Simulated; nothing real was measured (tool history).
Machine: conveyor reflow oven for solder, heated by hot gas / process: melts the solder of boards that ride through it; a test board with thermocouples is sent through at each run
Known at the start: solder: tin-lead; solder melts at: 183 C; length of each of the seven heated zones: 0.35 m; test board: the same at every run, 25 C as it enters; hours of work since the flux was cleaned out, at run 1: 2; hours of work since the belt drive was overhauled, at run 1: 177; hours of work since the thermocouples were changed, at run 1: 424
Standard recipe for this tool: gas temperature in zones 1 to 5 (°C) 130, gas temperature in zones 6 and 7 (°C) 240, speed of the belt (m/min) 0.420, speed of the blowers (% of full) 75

run	day	gas temperature in zones 1 to 5 (°C)	gas temperature in zones 6 and 7 (°C)	speed of the belt (m/min)	speed of the blowers (% of full)	hours of work since the flux was cleaned out	hours of work since the belt drive was overhauled	hours of work since the thermocouples were changed	highest temperature of the board (°C)	time above the solder's melting point (s)
1	0.000	130	240	0.420	75	2	177	424	226.4	80.5
2	1.079	130	240	0.420	75	16	192	439	226.3	80.2
3	1.758	130	240	0.420	75	25	201	448	226.2	80.8
4	2.904	130	240	0.420	75	40	216	463	226.1	80.4
5	4.083	130	240	0.420	75	56	231	478	226.3	79.9
6	5.171	130	240	0.420	63	70	245	492	222.0	76.1
7	6.221	130	240	0.420	75	84	259	506	225.7	80.4
8	7.025	130	240	0.420	75	94	270	517	225.9	80.2
9	7.808	130	242	0.420	75	104	280	527	227.5	81.6
# day 8.575: thermocouples of zones 6 and 7 changed
10	8.917	130	231	0.420	75	118	294	4	217.8	74.1
11	9.842	130	231	0.420	75	130	306	17	218.1	73.8
12	10.883	130	231	0.420	75	144	319	30	218.1	73.8
13	11.533	130	231	0.420	75	152	328	39	217.7	73.5
14	12.400	130	240	0.342	75	164	339	50	231.4	104.9
15	13.108	130	240	0.342	75	173	349	60	230.7	104.6
16	13.746	130	240	0.342	75	181	357	68	231.3	105.1
17	14.746	130	240	0.342	75	195	370	81	231.4	104.9
18	15.908	122	234	0.420	63	210	386	96	215.1	66.3
19	16.512	145	247	0.420	75	218	393	104	234.4	92.0
20	17.242	145	247	0.420	75	227	403	114	233.8	91.9
21	18.362	145	247	0.359	75	242	418	129	238.1	110.2
22	19.083	142	247	0.451	74	252	427	138	230.8	82.3
23	19.925	127	252	0.445	55	263	438	149	225.7	72.6
24	20.771	119	242	0.383	62	274	450	160	223.9	81.8
25	21.912	119	242	0.383	62	289	465	175	223.9	81.9
26	22.938	136	238	0.420	86	302	478	189	226.4	83.9
27	24.167	136	233	0.354	51	318	494	205	217.1	88.6
28	25.175	136	233	0.354	51	332	507	218	217.1	88.6
29	26.296	130	240	0.420	51	346	522	233	215.5	68.9
30	27.104	124	249	0.417	57	357	533	244	225.4	76.6

Branching from run 30: 3 alternative next runs. What would each branch give?
A	27.838	124	240	0.417	57	367	542	253	?	?
B	27.838	115	240	0.445	69	367	542	253	?	?
C	27.838	125	229	0.420	70	367	542	253	?	?

run	highest temperature of the board (°C)	time above the solder's melting point (s)
A	217.6	69.2
B	217.7	62.8
C	212.4	65.5
What these runs would have given with no unlogged condition in the tool:
run	highest temperature of the board (°C)	time above the solder's melting point (s)
A	219.8	71.5
B	220.5	65.6
C	214.8	68.4

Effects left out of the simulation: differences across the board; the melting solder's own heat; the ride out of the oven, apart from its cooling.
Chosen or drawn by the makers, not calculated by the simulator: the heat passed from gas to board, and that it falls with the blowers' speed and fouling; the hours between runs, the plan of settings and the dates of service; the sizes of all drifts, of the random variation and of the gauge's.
